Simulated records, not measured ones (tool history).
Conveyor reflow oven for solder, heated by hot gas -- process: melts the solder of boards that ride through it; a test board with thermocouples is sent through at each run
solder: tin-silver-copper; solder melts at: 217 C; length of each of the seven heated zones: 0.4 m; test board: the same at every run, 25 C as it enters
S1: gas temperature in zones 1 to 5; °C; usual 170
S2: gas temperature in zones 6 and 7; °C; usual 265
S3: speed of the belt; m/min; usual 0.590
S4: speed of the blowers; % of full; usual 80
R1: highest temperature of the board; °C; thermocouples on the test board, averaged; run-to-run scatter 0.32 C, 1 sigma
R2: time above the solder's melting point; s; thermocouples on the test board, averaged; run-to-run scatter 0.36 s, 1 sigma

run    hour   S1   S2     S3  S4     R1    R2
  1     0.0  170  265  0.590  80  256.0  64.2
  2    40.8  170  265  0.590  80  255.9  63.8
       76.0  -- flux residue cleaned out of gas plates and filters
  3   142.0  170  265  0.590  80  256.9  65.4
  4   197.3  170  265  0.590  80  257.4  64.8
  5   269.3  170  265  0.590  80  256.7  65.9
  6   348.4  170  265  0.590  80  256.5  65.4
  7   442.9  170  265  0.590  80  256.7  65.0
      489.7  -- flux residue cleaned out of gas plates and filters
  8   498.9  170  265  0.590  80  258.2  66.3
  9   545.5  170  273  0.590  80  265.5  69.7
 10   621.0  170  273  0.590  80  265.2  70.4
 11   679.5  170  273  0.590  80  265.1  69.7
 12   724.1  170  273  0.590  80  265.5  69.8
 13   793.5  170  273  0.590  80  264.4  69.6
 14   849.0  170  265  0.590  80  257.2  65.4
      902.8  -- flux residue cleaned out of gas plates and filters
 15   917.5  170  265  0.590  80  259.0  66.5
 16   976.6  170  265  0.590  80  258.3  66.6
 17  1048.6  170  265  0.590  80  257.8  66.6
     1058.9  -- belt drive overhauled, speed set with a stopwatch
 18  1127.4  181  260  0.590  75  254.0  68.1
 19  1172.5  181  260  0.590  75  253.7  68.2
 20  1260.3  181  260  0.695  82  250.6  55.5
     1282.4  -- belt drive overhauled, speed set with a stopwatch, once more
     1325.7  -- flux residue cleaned out of gas plates and filters
 21  1329.9  155  278  0.626  85  269.3  63.7
 22  1381.0  170  265  0.590  81  259.2  66.6
 23  1428.4  170  265  0.590  81  258.5  66.9
 24  1499.7  170  264  0.590  89  258.8  66.8
 25  1567.4  162  264  0.590  62  253.0  58.6
 26  1645.8  162  264  0.590  62  252.5  58.2
 27  1714.9  170  263  0.562  51  251.9  62.6
     1736.5  -- flux residue cleaned out of gas plates and filters
 28  1782.4  175  265  0.627  80  259.0  63.2
 29  1840.8  169  265  0.627  74  256.1  59.6
 30  1899.5  170  265  0.590  57  255.2  62.5

Measured minus without-hidden-state, run by run (identical run-to-run variation in each term; gauge scatter may differ):
Unlogged tool condition in this case: heat that the gas passes to the board, % of a clean oven's; belt's true speed, % of the reading; true gas temperature in zones 6 and 7 over the reading, C; drift of the gauge itself on peak_c, C; drift of the gauge itself on liquid_s, %.
run    R1    R2
  1  -0.8  -1.1
  2  -0.9  -1.2
  3  +0.6  +0.3
  4  +0.4  +0.2
  5  +0.3  +0.0
  6  +0.1  -0.1
  7  -0.2  -0.5
  8  +1.4  +1.1
  9  +1.3  +1.0
 10  +1.1  +0.9
 11  +0.9  +0.8
 12  +0.8  +0.7
 13  +0.6  +0.6
 14  +0.5  +0.3
 15  +1.8  +1.6
 16  +1.6  +1.5
 17  +1.4  +1.3
 18  +1.5  +1.9
 19  +1.4  +1.9
 20  +0.9  +1.1
 21  +2.4  +1.2
 22  +2.3  +1.4
 23  +2.1  +1.3
 24  +2.0  +1.1
 25  +1.8  +1.3
 26  +1.5  +1.0
 27  +1.6  +1.3
 28  +2.8  +1.9
 29  +2.6  +1.8
 30  +2.6  +2.1

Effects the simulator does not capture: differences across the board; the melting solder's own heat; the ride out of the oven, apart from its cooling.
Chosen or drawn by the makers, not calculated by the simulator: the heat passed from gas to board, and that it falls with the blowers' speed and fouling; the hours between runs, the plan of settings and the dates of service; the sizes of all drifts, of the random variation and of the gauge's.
